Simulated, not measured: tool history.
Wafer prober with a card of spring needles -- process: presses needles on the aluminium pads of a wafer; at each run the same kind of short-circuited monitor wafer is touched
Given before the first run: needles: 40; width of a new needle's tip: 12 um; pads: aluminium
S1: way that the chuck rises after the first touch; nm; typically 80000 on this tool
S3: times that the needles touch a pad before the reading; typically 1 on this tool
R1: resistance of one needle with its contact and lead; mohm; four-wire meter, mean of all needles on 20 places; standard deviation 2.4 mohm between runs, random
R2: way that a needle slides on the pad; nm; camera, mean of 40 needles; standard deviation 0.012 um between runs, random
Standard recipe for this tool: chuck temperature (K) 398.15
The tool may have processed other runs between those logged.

Run 1, hour 0: usual settings. Result: R1 313 mohm, R2 12330 nm.
At hour 2.5: tips cleaned on abrasive film.
At hour 16.1: tips cleaned on abrasive film.
At hour 30.2: tips cleaned on abrasive film.
Run 2, hour 36.7: usual settings. Result: R1 302 mohm, R2 12310 nm.
At hour 44.7: tips cleaned on abrasive film.
At hour 58.3: tips cleaned on abrasive film.
Run 3, hour 65.3: usual settings. Result: R1 303 mohm, R2 12300 nm.
At hour 71.5: tips cleaned on abrasive film.
At hour 85.4: tips cleaned on abrasive film.
Run 4, hour 96.3: usual settings but S1 74000 nm. Result: R1 319 mohm, R2 11350 nm.
At hour 99.5: tips cleaned on abrasive film.
At hour 112.8: tips cleaned on abrasive film.
Run 5, hour 123.1: usual settings but S1 74000 nm. Result: R1 323 mohm, R2 11340 nm.
At hour 125.6: tips cleaned on abrasive film.
At hour 140.7: tips cleaned on abrasive film.
Run 6, hour 145.8: usual settings but S1 97000 nm. Result: R1 292 mohm, R2 14840 nm.
At hour 154.9: tips cleaned on abrasive film.
At hour 169: tips cleaned on abrasive film.
At hour 182.8: tips cleaned on abrasive film.
Run 7, hour 188.8: usual settings but S1 70000 nm. Result: R1 311 mohm, R2 10640 nm.
At hour 197.2: tips cleaned on abrasive film.
At hour 211.9: tips cleaned on abrasive film.
Run 8, hour 223.7: usual settings. Result: R1 320 mohm, R2 12150 nm.
At hour 226.9: tips cleaned on abrasive film.
At hour 240.7: tips cleaned on abrasive film.
At hour 248.6: height of the first contact set anew.
At hour 254.8: tips cleaned on abrasive film.
Run 9, hour 264.7: usual settings. Result: R1 312 mohm, R2 12360 nm.
At hour 267.6: tips cleaned on abrasive film.
At hour 280.7: tips cleaned on abrasive film.
Run 10, hour 285.2: usual settings. Result: R1 299 mohm, R2 12310 nm.
At hour 293.2: tips cleaned on abrasive film.
At hour 306.6: tips cleaned on abrasive film.
At hour 319.8: tips cleaned on abrasive film.
Run 11, hour 321.9: usual settings but chuck temperature (K) 318.15. Result: R1 265 mohm, R2 12290 nm.
At hour 334.7: tips cleaned on abrasive film.
At hour 349.6: tips cleaned on abrasive film.
Run 12, hour 356: usual settings but chuck temperature (K) 318.15. Result: R1 287 mohm, R2 12270 nm.
At hour 363.9: tips cleaned on abrasive film.
At hour 377.6: tips cleaned on abrasive film.
Run 13, hour 384: usual settings but chuck temperature (K) 318.15. Result: R1 301 mohm, R2 12220 nm.
At hour 392.9: tips cleaned on abrasive film.
Run 14, hour 404.4: usual settings but S3 2. Result: R1 299 mohm, R2 12220 nm.
At hour 407: tips cleaned on abrasive film.
At hour 421.5: tips cleaned on abrasive film.
At hour 434.2: tips cleaned on abrasive film.
Run 15, hour 434.2: usual settings but S3 2. Result: R1 268 mohm, R2 12200 nm.
At hour 448.6: tips cleaned on abrasive film.
Run 16, hour 458.5: usual settings but chuck temperature (K) 327.15, S3 2. Result: R1 284 mohm, R2 12180 nm.
At hour 463.7: tips cleaned on abrasive film.
At hour 478.3: tips cleaned on abrasive film.
Run 17, hour 478.3: usual settings but chuck temperature (K) 354.15. Result: R1 263 mohm, R2 12150 nm.
At hour 491.2: tips cleaned on abrasive film.
At hour 499.7: height of the first contact set anew.
At hour 505.7: tips cleaned on abrasive film.
At hour 520.4: tips cleaned on abrasive film.
Run 18, hour 521.4: usual settings but chuck temperature (K) 354.15. Result: R1 273 mohm, R2 12340 nm.
At hour 535.2: tips cleaned on abrasive film.
At hour 548.8: tips cleaned on abrasive film.
At hour 562.1: tips cleaned on abrasive film.
Run 19, hour 563.8: usual settings but chuck temperature (K) 303.15. Result: R1 262 mohm, R2 12300 nm.
At hour 575.7: tips cleaned on abrasive film.
At hour 590.3: tips cleaned on abrasive film.
Run 20, hour 597.2: usual settings but chuck temperature (K) 303.15. Result: R1 292 mohm, R2 12260 nm.
At hour 605.2: tips cleaned on abrasive film.
At hour 618.3: tips cleaned on abrasive film.
At hour 632.5: tips cleaned on abrasive film.
Run 21, hour 632.5: usual settings but chuck temperature (K) 303.15. Result: R1 251 mohm, R2 12240 nm.
At hour 645.2: tips cleaned on abrasive film.
Run 22, hour 654.7: usual settings but chuck temperature (K) 303.15. Result: R1 305 mohm, R2 12220 nm.
At hour 657.7: tips cleaned on abrasive film.
At hour 670.8: tips cleaned on abrasive film.
Run 23, hour 673.2: usual settings but S1 61000 nm, chuck temperature (K) 303.15. Result: R1 284 mohm, R2 9260 nm.
At hour 684.4: tips cleaned on abrasive film.
Run 24, hour 695.4: usual settings but S1 79000 nm, chuck temperature (K) 298.15. Result: R1 304 mohm, R2 12030 nm.
At hour 698.5: tips cleaned on abrasive film.
At hour 712.3: tips cleaned on abrasive film.
At hour 727.6: tips cleaned on abrasive film.
Run 25, hour 735.1: usual settings but S1 79000 nm, chuck temperature (K) 298.15. Result: R1 292 mohm, R2 11990 nm.
At hour 741.3: tips cleaned on abrasive film.
At hour 750.2: height of the first contact set anew.
At hour 754.9: tips cleaned on abrasive film.
At hour 768.1: tips cleaned on abrasive film.
Run 26, hour 770.8: usual settings but chuck temperature (K) 323.15, S3 2. Result: R1 266 mohm, R2 12300 nm.
At hour 782.1: tips cleaned on abrasive film.
At hour 796.1: tips cleaned on abrasive film.
Run 27, hour 801.1: usual settings but chuck temperature (K) 384.15. Result: R1 306 mohm, R2 12300 nm.
At hour 808.6: tips cleaned on abrasive film.
At hour 821.7: tips cleaned on abrasive film.
At hour 836.3: tips cleaned on abrasive film.
Run 28, hour 836.3: usual settings but chuck temperature (K) 384.15. Result: R1 271 mohm, R2 12250 nm.
At hour 849.8: tips cleaned on abrasive film.
Run 29, hour 856.2: usual settings but S1 71000 nm, chuck temperature (K) 384.15. Result: R1 319 mohm, R2 10850 nm.
At hour 862.2: tips cleaned on abrasive film.
At hour 876.5: tips cleaned on abrasive film.
At hour 889.7: tips cleaned on abrasive film.
Run 30, hour 890.3: usual settings but S1 71000 nm, chuck temperature (K) 300.15, S3 2. Result: R1 259 mohm, R2 10830 nm.

3 ways to go on from here, each from the tool as it stands after run 30. What would each give?
At hour 903.9: tips cleaned on abrasive film.
Run A, hour 913.9: usual settings but S1 83000 nm, chuck temperature (K) 389.15. Result: R1 ?, R2 ?.
At hour 903.9: tips cleaned on abrasive film.
Run B, hour 913.9: usual settings but chuck temperature (K) 319.15, S3 2. Result: R1 ?, R2 ?.
At hour 903.9: tips cleaned on abrasive film.
Run C, hour 913.9: usual settings but S1 71000 nm, chuck temperature (K) 308.15, S3 2. Result: R1 ?, R2 ?.

run   R1     R2
  A  314  12650
  B  288  12170
  C  285  10780
With the hidden condition removed and each run's random variation left untouched, the same runs would have given:
run   R1     R2
  A  264  12810
  B  252  12340
  C  241  10950
